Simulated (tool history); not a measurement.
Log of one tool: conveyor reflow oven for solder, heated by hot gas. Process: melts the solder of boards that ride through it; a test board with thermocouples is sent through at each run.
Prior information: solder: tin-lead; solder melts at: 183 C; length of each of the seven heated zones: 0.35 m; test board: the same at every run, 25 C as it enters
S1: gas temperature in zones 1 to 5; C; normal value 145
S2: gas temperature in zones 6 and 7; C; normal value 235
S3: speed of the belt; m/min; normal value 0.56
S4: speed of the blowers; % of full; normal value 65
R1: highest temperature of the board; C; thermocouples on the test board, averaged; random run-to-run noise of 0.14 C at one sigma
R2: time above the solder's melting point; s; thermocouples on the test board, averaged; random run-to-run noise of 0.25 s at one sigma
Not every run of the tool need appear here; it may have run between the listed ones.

{"run": 1, "hour": 0.0, "S1": 145, "S2": 235, "S3": 0.56, "S4": 65, "R1": 221.4, "R2": 62.8}
{"run": 2, "hour": 15.8, "S1": 145, "S2": 235, "S3": 0.56, "S4": 65, "R1": 221.2, "R2": 63.1}
{"run": 3, "hour": 23.7, "S1": 145, "S2": 235, "S3": 0.51, "S4": 65, "R1": 224, "R2": 71.1}
{"run": 4, "hour": 37.7, "S1": 135, "S2": 235, "S3": 0.56, "S4": 65, "R1": 219.8, "R2": 57.6}
{"run": 5, "hour": 51.6, "S1": 145, "S2": 235, "S3": 0.56, "S4": 53, "R1": 219.3, "R2": 61.4}
{"run": 6, "hour": 62.7, "S1": 145, "S2": 235, "S3": 0.56, "S4": 65, "R1": 221.2, "R2": 63}
{"run": 7, "hour": 77.5, "S1": 145, "S2": 235, "S3": 0.56, "S4": 65, "R1": 220.8, "R2": 62.7}
{"run": 8, "hour": 92.5, "S1": 145, "S2": 235, "S3": 0.56, "S4": 65, "R1": 221.1, "R2": 62.6}
{"hour": 104.9, "done": "flux residue cleaned out of gas plates and filters"}
{"run": 9, "hour": 111.1, "S1": 145, "S2": 235, "S3": 0.56, "S4": 65, "R1": 222.4, "R2": 63.4}
{"run": 10, "hour": 126.8, "S1": 143, "S2": 247, "S3": 0.549, "S4": 88, "R1": 236.1, "R2": 71.6}
{"run": 11, "hour": 144.1, "S1": 145, "S2": 243, "S3": 0.56, "S4": 51, "R1": 226.9, "R2": 65.9}
{"run": 12, "hour": 151.4, "S1": 145, "S2": 235, "S3": 0.56, "S4": 65, "R1": 222, "R2": 63.6}
{"run": 13, "hour": 159.6, "S1": 145, "S2": 239, "S3": 0.56, "S4": 76, "R1": 227.3, "R2": 65.8}
{"run": 14, "hour": 172.5, "S1": 146, "S2": 249, "S3": 0.628, "S4": 56, "R1": 229.2, "R2": 60.2}
{"run": 15, "hour": 181.3, "S1": 146, "S2": 224, "S3": 0.628, "S4": 56, "R1": 208.1, "R2": 45.5}
{"run": 16, "hour": 188.9, "S1": 146, "S2": 224, "S3": 0.628, "S4": 56, "R1": 208.3, "R2": 45.5}

Here are 3 independent what-if runs from the current tool condition. What would each one return?
{"run": "A", "hour": 196.4, "S1": 132, "S2": 224, "S3": 0.628, "S4": 73, "R1": "?", "R2": "?"}
{"run": "B", "hour": 196.4, "S1": 158, "S2": 224, "S3": 0.628, "S4": 56, "R1": "?", "R2": "?"}
{"run": "C", "hour": 196.4, "S1": 146, "S2": 224, "S3": 0.628, "S4": 75, "R1": "?", "R2": "?"}

run=A R1=207.7 R2=41.5
run=B R1=210.5 R2=53.3
run=C R1=210.7 R2=48.3
Had the tool no hidden state, the same runs would have come out as:
run=A R1=207.2 R2=40.5
run=B R1=210 R2=52.1
run=C R1=210.2 R2=47.2
